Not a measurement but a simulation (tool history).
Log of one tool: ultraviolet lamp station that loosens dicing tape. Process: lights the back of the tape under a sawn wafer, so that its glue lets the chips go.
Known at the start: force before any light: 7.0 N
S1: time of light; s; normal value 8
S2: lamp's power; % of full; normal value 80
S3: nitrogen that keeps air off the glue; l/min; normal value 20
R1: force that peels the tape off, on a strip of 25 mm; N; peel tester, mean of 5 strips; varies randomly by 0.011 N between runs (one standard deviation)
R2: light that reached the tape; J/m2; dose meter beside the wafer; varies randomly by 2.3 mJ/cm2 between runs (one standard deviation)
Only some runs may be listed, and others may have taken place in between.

| run | hour | S1 | S2 | S3 | R1 | R2 |
|---|---|---|---|---|---|---|
| 1 | 0 | 8 | 80 | 20 | 1.076 | 1530 |
| 2 | 46.7 | 8 | 80 | 20 | 1.17 | 1450 |
| 3 | 116.2 | 8 | 80 | 20 | 1.251 | 1410 |
| 4 | 185.5 | 8 | 80 | 20 | 1.344 | 1320 |
| 5 | 263.8 | 8 | 80 | 20 | 1.514 | 1200 |
|  | 292.1 | lamp changed |
| 6 | 340.9 | 8 | 80 | 20 | 0.636 | 2120 |
| 7 | 423.4 | 8 | 78 | 20 | 0.688 | 1900 |

Run 8 comes next. What will it give?
| 8 | 467.1 | 8 | 78 | 20 | ? | ? |

{"run 8": {"R1": 0.777, "R2": 1890}}
Take away the tool's hidden state, keep the run-to-run variation as it was, and the same run would have given R1 0.525 N, R2 2320 J/m2.
